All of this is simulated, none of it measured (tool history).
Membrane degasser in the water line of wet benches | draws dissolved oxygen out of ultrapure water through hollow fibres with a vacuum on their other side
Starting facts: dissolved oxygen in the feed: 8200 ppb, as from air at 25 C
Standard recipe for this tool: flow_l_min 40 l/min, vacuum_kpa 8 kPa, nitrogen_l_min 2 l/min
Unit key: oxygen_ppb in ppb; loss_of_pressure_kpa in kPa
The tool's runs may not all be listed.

run,hour,flow_l_min,vacuum_kpa,nitrogen_l_min,oxygen_ppb,loss_of_pressure_kpa
1,0,40,8,2,225.2,39.29
2,197.6,40,8,2,226,39.02
3,354.3,40,8,2,227.2,39.34
4,508.3,40,8,0.86,431.9,39.33
5,606.4,40,8,0.86,424.5,39.47
6,809.4,40,8,1.87,234.4,38.94
7,913.5,40,8,2.93,165.7,39.54
8,1135.8,40,8.44,2,243.3,39.44
9,1353,40,8,2,225.2,39.76
10,1515.8,40,8,0.91,418.6,39.74
11,1654.1,40,8,0.91,416.6,39.25
12,1774.7,40,8,0.91,418.2,39.63
# hour 1878.3: vacuum gauge calibrated
13,1957.7,40,8,0.91,408.9,39.79
14,2189.1,40,8,2,221.5,39.5
15,2414.5,40,8,2,225.2,40.22
16,2541.5,40,8,2,227.7,39.56
17,2653.2,40,8,2,228,39.95
18,2878,40,4.83,2,89.8,39.62
19,3083.5,40,15.42,2.72,410.8,40.09
20,3308,26,14.11,5.25,132.4,26.03
21,3501.8,31,14.11,4.52,182.6,30.91
22,3615.5,63,8,3.78,258.5,62.62
# hour 3631.7: seals of the vacuum lines changed
23,3761.5,63,8,3.78,260.5,63.24
24,3911,40,5.45,1.61,138.8,40.07
25,4142,40,10.29,2,328,40.22
26,4287.6,39,19.57,4.11,360.9,39.24
27,4382.7,53,8,1.84,332.6,52.94
28,4511.4,51,9.21,1.12,548.5,51.66
29,4712.7,26,8,2.36,127.9,26.38
30,4851.7,26,8,2.36,129.1,26.02
31,4951.1,30,17.59,0.81,994.9,30.4
32,5056.7,30,10.43,1.2,381.5,30.43

Each row is a separate what-if for the run after 32, all from the same tool condition, not one after another. Results?
A,5191,25,10.46,1.95,?,?
B,5191,30,10.43,3.4,?,?
C,5191,36,4.87,4.35,?,?

run,oxygen_ppb,loss_of_pressure_kpa
A,217.1,24.96
B,154.8,30.73
C,44.8,36.35
Without the tool's hidden state the same runs would have given:
run,oxygen_ppb,loss_of_pressure_kpa
A,212.9,23.96
B,151.1,29.52
C,39.9,34.9

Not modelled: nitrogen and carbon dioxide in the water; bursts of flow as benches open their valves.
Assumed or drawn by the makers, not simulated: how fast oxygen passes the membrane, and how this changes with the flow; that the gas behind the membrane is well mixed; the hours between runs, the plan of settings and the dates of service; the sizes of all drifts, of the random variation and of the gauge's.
